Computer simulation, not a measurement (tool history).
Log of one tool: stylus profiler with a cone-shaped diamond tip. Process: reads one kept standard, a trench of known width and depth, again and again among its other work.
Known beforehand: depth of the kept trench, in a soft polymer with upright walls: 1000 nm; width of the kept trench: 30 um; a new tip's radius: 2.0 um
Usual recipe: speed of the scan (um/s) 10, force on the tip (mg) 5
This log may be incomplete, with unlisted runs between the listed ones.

run     day  speed of the scan (um/s)  force on the tip (mg)  depth of the trench (Å)  width of the trench's floor (µm)
  1       0                        10                      5                  10199.6                             24.03
  2   2.146                        10                      5                  10203.4                             23.96
  3   4.279                        10                      5                  10205.4                             23.89
  4   8.667                         4                      5                  10206.5                             23.89
  5  11.383                        10                      5                  10204.3                             23.79
  6    15.4                        10                      5                    10206                             23.67
     17.296  -- height scale calibrated on a step standard
  7  19.712                        10                      5                  10175.8                              23.6
  8  21.683                        22                      5                  10175.8                             23.53
  9  24.108                        10                   7.48                  10232.3                             23.48
 10  27.058                        10                  10.78                    10296                             23.46
 11  29.417                        10                  10.78                  10298.7                             23.45
 12  33.525                        10                      5                  10182.1                             23.31
 13  37.317                        28                  10.65                  10296.7                             23.18
 14  39.675                        28                  10.65                  10302.9                             23.13
 15  42.429                        10                   2.63                    10120                             23.12
 16  45.833                        10                   2.63                  10128.2                                23

What does the tool deliver on the next run?
 17  48.271                        10                   2.63                        ?                                 ?

Logged for run 17: depth of the trench (Å) 10125, width of the trench's floor (µm) 22.99.
Were there no unlogged condition in the tool, this run, its random variation unchanged, would have produced depth of the trench (Å) 10113.8, width of the trench's floor (µm) 26.53.

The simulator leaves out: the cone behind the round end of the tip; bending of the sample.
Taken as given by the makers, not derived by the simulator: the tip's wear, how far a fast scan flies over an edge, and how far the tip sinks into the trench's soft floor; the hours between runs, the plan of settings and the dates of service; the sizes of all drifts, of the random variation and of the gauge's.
